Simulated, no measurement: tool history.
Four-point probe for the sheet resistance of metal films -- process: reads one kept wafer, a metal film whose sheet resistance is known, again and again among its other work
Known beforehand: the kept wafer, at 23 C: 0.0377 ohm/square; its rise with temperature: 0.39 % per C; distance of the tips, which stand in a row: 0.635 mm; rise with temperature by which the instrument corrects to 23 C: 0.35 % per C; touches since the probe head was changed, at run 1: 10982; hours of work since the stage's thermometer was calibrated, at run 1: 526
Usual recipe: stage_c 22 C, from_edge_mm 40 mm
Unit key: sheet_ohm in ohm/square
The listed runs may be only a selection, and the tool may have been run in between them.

run,hour,stage_c,from_edge_mm,touches since the probe head was changed,hours of work since the stage's thermometer was calibrated,sheet_ohm
1,0,22,40,10982,526,0.037669
2,44.2,22,40,12558,544,0.037688
3,74.7,29,40,13646,557,0.037777
4,117.8,29,40,15182,575,0.037784
5,180.2,22,40,17406,601,0.037678
6,225.9,22,40,19033,619,0.037701
7,275.1,22,40,20790,640,0.037695
8,310.5,22,40,22050,655,0.037706
9,366.1,22,40,24034,678,0.037705
10,406.7,22,40,25480,694,0.0377
11,471.1,34,40,27776,721,0.037874
12,499.9,23,40,28799,733,0.037718
13,537.7,23,40,30149,749,0.037713
14,597.6,23,40,32282,773,0.037728
15,632.7,23,40,33533,788,0.037736
16,691.5,22,40,35629,812,0.037714
17,755.9,19,40,37927,839,0.037685
18,789.5,22,40,39123,853,0.037721
19,825.5,32,40,40406,868,0.037889
20,871.1,32,40,42033,887,0.037873
21,927.4,32,40,44039,910,0.037889
22,967.5,32,40,45467,927,0.037883
23,1020.3,32,40,47352,949,0.037893
24,1070,23,31,49122,969,0.037768
25,1097.4,23,31,50099,981,0.037774
26,1127.4,20,48,51166,993,0.037714
27,1161.8,20,48,52394,1007,0.037709
28,1206.6,21,7,53992,1026,0.037912
29,1262.5,20,14,55984,1049,0.037758
30,1292.4,20,14,57048,1061,0.037764
31,1330.6,22,60,58411,1077,0.037767
32,1378.9,23,6,60134,1097,0.038008
33,1410.2,27,13,61250,1110,0.03789
34,1466,30,8,63238,1133,0.038026
35,1515.4,24,5,64998,1154,0.038141
36,1542.2,19,14,65955,1165,0.037768
37,1606.3,19,14,68239,1191,0.037775
38,1646.6,22,13,69674,1208,0.037842
39,1710.4,22,13,71949,1235,0.037828
40,1771.3,34,23,74118,1260,0.037997
41,1835.3,22,30,76402,1286,0.037803
42,1877.7,24,10,77913,1304,0.03793
43,1934,33,59,79918,1327,0.037968
44,1991.5,33,4,81968,1351,0.038467
45,2041.8,22,4,83762,1372,0.038332
46,2097.1,33,15,85731,1395,0.038017

Here are 3 independent what-if runs from the current tool condition. What would each one return?
A,2134.9,22,28,87079,1410,?
B,2134.9,27,37,87079,1410,?
C,2134.9,22,55,87079,1410,?

run,sheet_ohm
A,0.037817
B,0.037898
C,0.037813
Without the tool's unlogged condition, the same runs would have read:
run,sheet_ohm
A,0.037683
B,0.037764
C,0.037679
